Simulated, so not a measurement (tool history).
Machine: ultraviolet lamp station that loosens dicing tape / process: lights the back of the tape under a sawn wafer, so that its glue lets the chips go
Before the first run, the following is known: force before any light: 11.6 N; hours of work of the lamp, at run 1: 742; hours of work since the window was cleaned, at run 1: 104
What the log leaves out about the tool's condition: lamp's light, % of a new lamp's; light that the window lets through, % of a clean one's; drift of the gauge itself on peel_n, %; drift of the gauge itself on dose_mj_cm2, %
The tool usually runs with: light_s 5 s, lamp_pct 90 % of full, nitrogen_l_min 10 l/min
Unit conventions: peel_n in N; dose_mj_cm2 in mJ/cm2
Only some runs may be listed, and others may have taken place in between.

run,hour,light_s,lamp_pct,nitrogen_l_min,hours of work of the lamp,hours of work since the window was cleaned,peel_n,dose_mj_cm2
1,0,5,90,10,742,104,0.69,375
2,21.6,5,90,10,758,121,0.672,373
3,43.3,5,90,10,775,137,0.717,377
4,67.6,5,90,10,793,155,0.706,369
5,91.8,5,90,10,811,174,0.71,373
6,113.2,3,90,10,827,190,2.074,227
# hour 128.4: window cleaned of glue's vapour
7,133.4,5,77,10,842,4,0.976,320
8,148.9,5,90,16,854,16,0.591,380
9,163.7,5,90,10,865,27,0.706,376
10,190.7,5,90,10,886,47,0.686,377
11,207.8,5,84,10,899,60,0.79,351
12,238.5,5,84,10,922,83,0.8,348
13,265.9,2,90,10,942,104,3.538,153
14,284.1,2,90,10,956,118,3.568,153
15,313.7,2,81,10,979,140,4.066,135
16,337.2,2,81,10,996,158,4.128,136
17,370,2,81,10,1021,183,3.927,140
18,388,5,90,10,1035,196,0.666,374
# hour 395.4: window cleaned of glue's vapour
19,417.4,5,89,10,1057,17,0.74,372
20,440.6,5,89,10,1074,34,0.693,369
21,463.4,5,89,10,1092,51,0.711,366
22,489.8,5,90,10,1112,71,0.685,374
23,503.7,10,94,14,1122,82,0.175,777
24,520.5,10,94,18,1135,95,0.167,782
25,535.7,5,74,10,1146,106,1.08,309
26,559.7,6,81,10,1164,124,0.584,402
27,584.5,6,81,10,1183,143,0.589,398
28,617.6,9,81,12,1208,168,0.219,605
29,643.3,7,93,10,1228,188,0.308,539
# hour 662.4: window cleaned of glue's vapour
30,676.5,7,85,10,1252,11,0.364,493
31,708,5,84,4,1276,34,1.307,347
32,738.7,5,78,9,1299,58,1.015,326
33,771.5,5,78,9,1324,82,1.042,325
34,787,3,90,3,1336,94,2.953,224
35,803.9,7,77,8,1349,107,0.524,449
36,830.2,3,80,10,1369,127,2.369,196
# hour 835.5: lamp changed
37,862.3,3,80,10,20,150,2.346,200
38,876.6,8,92,13,31,161,0.222,616
39,908.2,3,99,14,55,185,1.465,253
40,926.3,5,96,14,69,199,0.513,398
# hour 932: window cleaned of glue's vapour
41,952,7,71,12,88,15,0.512,413
42,982.3,7,97,6,111,38,0.338,563
43,1002.1,6,80,4,126,53,0.931,397

Branching from run 43: 3 alternative next runs. What would each branch give?
A,1034,2,74,4,150,77,?,?
B,1034,9,90,10,150,77,?,?
C,1034,6,80,18,150,77,?,?

run,peel_n,dose_mj_cm2
A,5.243,124
B,0.203,676
C,0.464,405
With no hidden state in the tool, these same runs would have given:
run,peel_n,dose_mj_cm2
A,5.24,124
B,0.203,677
C,0.463,405
